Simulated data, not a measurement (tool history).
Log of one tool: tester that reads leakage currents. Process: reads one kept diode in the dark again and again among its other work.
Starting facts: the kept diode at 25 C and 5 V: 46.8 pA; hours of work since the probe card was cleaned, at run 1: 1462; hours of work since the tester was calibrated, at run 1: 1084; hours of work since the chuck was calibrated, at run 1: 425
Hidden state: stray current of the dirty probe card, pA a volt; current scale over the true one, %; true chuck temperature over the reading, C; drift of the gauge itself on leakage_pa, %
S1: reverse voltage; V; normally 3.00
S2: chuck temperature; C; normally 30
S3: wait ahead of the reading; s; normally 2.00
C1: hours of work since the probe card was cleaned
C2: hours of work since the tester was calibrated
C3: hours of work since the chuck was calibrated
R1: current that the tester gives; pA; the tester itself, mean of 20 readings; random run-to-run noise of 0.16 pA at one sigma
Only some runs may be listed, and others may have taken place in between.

run,hour,S1,S2,S3,C1,C2,C3,R1
1,0.0,3.00,30,2.00,1462,1084,425,58.50
2,61.0,3.00,30,2.00,1489,1111,452,58.29
3,94.9,3.00,30,2.00,1504,1126,467,58.58
4,171.6,3.00,30,1.99,1538,1160,502,58.98
5,209.8,3.00,30,1.99,1555,1177,519,59.00
6,267.2,3.00,30,2.00,1581,1203,544,59.16
7,322.3,3.00,30,2.00,1606,1227,569,59.03
8,361.3,3.00,30,7.24,1623,1245,586,59.11
9,433.6,3.00,30,7.24,1655,1277,619,59.12
10,486.4,3.00,30,7.24,1679,1301,642,59.45
11,521.6,3.00,20,7.24,1694,1316,658,31.99
12,586.3,9.36,30,2.00,1723,1345,687,121.57
13,648.5,9.36,30,2.00,1751,1373,714,121.83
14,717.1,9.36,56,2.00,1782,1404,745,584.55
15,794.4,9.36,56,2.00,1816,1438,780,587.97
16,839.2,3.00,30,1.65,1836,1458,800,60.64
17,889.4,4.69,37,0.32,1859,1481,822,125.08
18,962.0,3.00,45,2.00,1891,1513,854,156.65
19,1011.1,3.00,45,2.00,1913,1535,876,157.79
20,1048.7,7.76,41,2.00,1930,1552,893,213.54
# hour 1087.4: probe card cleaned and baked
21,1093.4,7.76,41,0.53,3,1570,912,193.80
22,1140.6,8.24,21,0.43,24,1591,933,49.55
23,1213.0,8.24,21,0.43,56,1624,965,50.00
24,1264.4,8.24,21,1.01,79,1647,988,48.43
25,1309.6,3.00,30,1.01,99,1667,1008,53.52
26,1347.5,3.00,30,1.01,116,1684,1025,53.29
27,1380.9,1.60,36,1.90,131,1699,1040,57.80
28,1451.1,1.60,36,1.90,162,1730,1071,57.61
29,1525.6,9.19,30,2.00,196,1763,1105,100.43
30,1559.2,8.77,30,2.00,211,1778,1120,97.73
31,1598.8,8.77,30,2.00,228,1796,1137,98.05

Alternative continuations, all from the tool just after run 31; predict every row:
A,1657.1,4.34,30,3.84,254,1822,1163,?
B,1657.1,1.99,30,2.00,254,1822,1163,?
C,1657.1,2.11,41,3.26,254,1822,1163,?
D,1657.1,11.74,27,0.32,254,1822,1163,?
E,1657.1,5.30,58,2.35,254,1822,1163,?

run,R1
A,65.90
B,42.86
C,95.19
D,98.60
E,468.34
Had the tool no hidden state, the same runs would have come out as:
run,R1
A,62.89
B,41.19
C,92.52
D,92.33
E,458.45
